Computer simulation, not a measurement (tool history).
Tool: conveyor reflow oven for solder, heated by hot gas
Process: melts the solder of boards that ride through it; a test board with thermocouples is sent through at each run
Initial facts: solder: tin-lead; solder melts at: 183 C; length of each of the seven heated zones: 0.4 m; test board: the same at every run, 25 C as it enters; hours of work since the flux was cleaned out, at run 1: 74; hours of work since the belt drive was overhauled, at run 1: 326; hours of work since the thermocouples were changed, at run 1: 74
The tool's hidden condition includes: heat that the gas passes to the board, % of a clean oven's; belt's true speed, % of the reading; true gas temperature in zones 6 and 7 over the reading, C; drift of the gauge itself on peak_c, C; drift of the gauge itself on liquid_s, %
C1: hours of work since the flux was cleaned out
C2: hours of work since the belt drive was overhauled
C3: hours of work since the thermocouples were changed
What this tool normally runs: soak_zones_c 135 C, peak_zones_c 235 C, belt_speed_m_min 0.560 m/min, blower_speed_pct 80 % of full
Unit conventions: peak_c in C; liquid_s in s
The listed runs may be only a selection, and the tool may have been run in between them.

Run 1, hour 0.0: usual settings; C1 74; C2 326; C3 74. Result: peak_c 223.1 C, liquid_s 69.4 s.
Run 2, hour 43.1: usual settings but peak_zones_c 240 C; C1 95; C2 346; C3 95. Result: peak_c 228.2 C, liquid_s 71.4 s.
Run 3, hour 73.4: usual settings but peak_zones_c 240 C; C1 109; C2 361; C3 109. Result: peak_c 227.4 C, liquid_s 71.5 s.
Run 4, hour 98.7: usual settings but peak_zones_c 240 C; C1 121; C2 373; C3 121. Result: peak_c 227.5 C, liquid_s 72.6 s.
Run 5, hour 146.5: usual settings but peak_zones_c 240 C; C1 144; C2 395; C3 144. Result: peak_c 227.5 C, liquid_s 72.5 s.
Run 6, hour 176.4: usual settings but peak_zones_c 240 C; C1 158; C2 410; C3 158. Result: peak_c 227.5 C, liquid_s 71.2 s.
Run 7, hour 199.7: usual settings but peak_zones_c 240 C; C1 169; C2 421; C3 169. Result: peak_c 227.6 C, liquid_s 72.5 s.
Run 8, hour 233.5: usual settings but peak_zones_c 229 C; C1 185; C2 437; C3 185. Result: peak_c 217.3 C, liquid_s 65.2 s.
Run 9, hour 268.0: usual settings but blower_speed_pct 60 % of full; C1 202; C2 453; C3 202. Result: peak_c 217.4 C, liquid_s 63.7 s.
Run 10, hour 293.1: usual settings but blower_speed_pct 60 % of full; C1 213; C2 465; C3 213. Result: peak_c 217.8 C, liquid_s 63.4 s.
Run 11, hour 313.7: usual settings but blower_speed_pct 60 % of full; C1 223; C2 475; C3 223. Result: peak_c 217.6 C, liquid_s 63.7 s.
Run 12, hour 337.6: usual settings but blower_speed_pct 60 % of full; C1 235; C2 486; C3 235. Result: peak_c 217.1 C, liquid_s 63.5 s.
At hour 350.1: flux residue cleaned out of gas plates and filters.
Run 13, hour 365.8: usual settings but belt_speed_m_min 0.494 m/min; C1 7; C2 497; C3 246. Result: peak_c 227.1 C, liquid_s 82.8 s.
Run 14, hour 410.5: usual settings; C1 29; C2 518; C3 267. Result: peak_c 223.9 C, liquid_s 69.9 s.
Run 15, hour 441.5: usual settings; C1 43; C2 533; C3 281. Result: peak_c 223.9 C, liquid_s 71.1 s.
Run 16, hour 479.7: usual settings but peak_zones_c 234 C, belt_speed_m_min 0.492 m/min, blower_speed_pct 83 % of full; C1 62; C2 551; C3 300. Result: peak_c 226.9 C, liquid_s 82.7 s.
Run 17, hour 522.6: usual settings but peak_zones_c 224 C, belt_speed_m_min 0.492 m/min, blower_speed_pct 83 % of full; C1 82; C2 571; C3 320. Result: peak_c 217.2 C, liquid_s 75.7 s.
Run 18, hour 571.2: usual settings but soak_zones_c 136 C, peak_zones_c 227 C, belt_speed_m_min 0.480 m/min, blower_speed_pct 65 % of full; C1 105; C2 595; C3 343. Result: peak_c 217.2 C, liquid_s 77.3 s.
Run 19, hour 595.5: usual settings but soak_zones_c 136 C, blower_speed_pct 76 % of full; C1 116; C2 606; C3 355. Result: peak_c 222.7 C, liquid_s 69.6 s.
Run 20, hour 642.2: usual settings but soak_zones_c 145 C, belt_speed_m_min 0.618 m/min; C1 139; C2 628; C3 377. Result: peak_c 221.8 C, liquid_s 65.1 s.
Run 21, hour 689.1: usual settings but soak_zones_c 127 C, belt_speed_m_min 0.520 m/min; C1 161; C2 650; C3 399. Result: peak_c 224.5 C, liquid_s 73.0 s.

The next listed run, before its measurement:
Run 22, hour 717.0: usual settings but belt_speed_m_min 0.580 m/min; C1 174; C2 664; C3 412. Result: peak_c ?, liquid_s ?.

peak_c: 222.4 C
liquid_s: 67.1 s
If the tool had no hidden condition, the same run with the same run-to-run variation would have returned peak_c 222.0 C, liquid_s 66.0 s.
